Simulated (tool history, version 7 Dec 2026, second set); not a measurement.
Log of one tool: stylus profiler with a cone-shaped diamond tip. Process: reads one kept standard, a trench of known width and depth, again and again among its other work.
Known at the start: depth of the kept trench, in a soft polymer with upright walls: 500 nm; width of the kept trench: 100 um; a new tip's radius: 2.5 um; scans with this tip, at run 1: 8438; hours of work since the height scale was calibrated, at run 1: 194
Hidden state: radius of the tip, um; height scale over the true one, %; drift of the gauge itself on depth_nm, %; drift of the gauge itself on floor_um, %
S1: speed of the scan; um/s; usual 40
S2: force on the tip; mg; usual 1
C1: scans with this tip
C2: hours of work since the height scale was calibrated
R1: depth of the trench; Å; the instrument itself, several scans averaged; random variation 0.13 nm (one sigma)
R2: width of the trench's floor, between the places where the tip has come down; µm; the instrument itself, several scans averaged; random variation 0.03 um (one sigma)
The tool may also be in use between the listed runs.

run    hour   S1    S2     C1   C2      R1     R2
  1       0   40     1   8438  194  5024.5  96.27
  2    86.5   40     1   8697  233  5025.8  96.21
  3   168.9   40     1   8944  269  5026.6  96.25
  4   251.2   13     1   9190  306    5028  96.42
  5   344.1   40     1   9468  347  5026.8  96.21
  6   438.8   40     1   9752  389  5028.2  96.19
  7   551.5   13     1  10089  439    5031  96.32
  8   669.9   76     1  10443  491  5029.5  95.91
  9   736.5   76     1  10643  520  5033.3  95.85
 10   815.3   76     1  10878  555  5030.8  95.94
 11     874   76     1  11054  581  5032.5  95.83
 12   976.5   76   0.9  11361  627  5033.8  95.89
 13  1091.8   76   0.9  11706  678  5034.8  95.82
 14  1185.1   76   0.9  11986  719  5034.4  95.79
 15  1278.9   76   0.9  12266  761  5038.1  95.82
 16  1410.9   76  2.47  12661  819  5054.6  96.04
 17  1523.3   25     1  12998  869  5040.2  96.12
 18  1649.3   25     1  13375  925  5039.8  96.11
 19  1770.3   40     1  13737  978  5045.7  96.01
     1882.4  -- height scale calibrated on a step standard
 20  1899.9   17  0.58  14124    8  5054.4  96.09
 21  2024.6   17  0.58  14497   63  5052.9  96.07
     2089.2  -- height scale calibrated on a step standard, once more
 22  2160.4   40  2.38  14902   31  5034.2  96.03
 23  2262.8   12  2.46  15208   77  5033.2  96.11
 24  2387.3   52     1  15581  132  5020.6  95.87
 25  2462.1   14  0.44  15805  165  5010.2  96.04
 26    2582   12  0.88  16164  218  5020.6  96.06
 27  2672.8   12  0.88  16436  258  5022.2  96.07
 28  2761.8   79  0.36  16702  298  5015.1  95.26
 29  2820.8  125   1.8  16879  324  5032.7  95.49
 30  2913.5  125  0.45  17156  365  5017.3  94.84
 31  2981.1  125  0.45  17358  395  5017.1  94.86
 32  3110.4   40  0.44  17745  452  5019.6  95.63
 33  3221.6  113  0.69  18078  501  5026.6   95.2
     3314.5  -- new tip fitted, height scale calibrated
 34  3356.5   36  0.67    126   19    5015  96.63
 35  3444.6  151  0.97    390   58  5020.5  95.89
 36  3575.5   12  0.68    782  116  5016.3  96.81
 37    3693   63  1.01   1133  168  5022.8  96.48
 38  3785.3   63  1.01   1410  208  5022.2  96.45

5 ways to go on from here, each from the tool as it stands after run 38. What would each give?
  A  3921.1   21  0.41  1816  269   ?   ?
  B  3921.1  115  0.37  1816  269   ?   ?
  C  3921.1   59  1.01  1816  269   ?   ?
  D  3921.1   16  0.48  1816  269   ?   ?
  E  3921.1   11  1.01  1816  269   ?   ?

run      R1     R2
  A  5018.4  96.59
  B  5015.1  95.59
  C  5024.5  96.42
  D    5020  96.68
  E  5022.9   96.8
Without the tool's hidden state the same runs would have given:
run      R1     R2
  A    5012  96.75
  B  5008.7  95.75
  C  5018.1  96.58
  D  5013.6  96.84
  E  5016.5  96.96
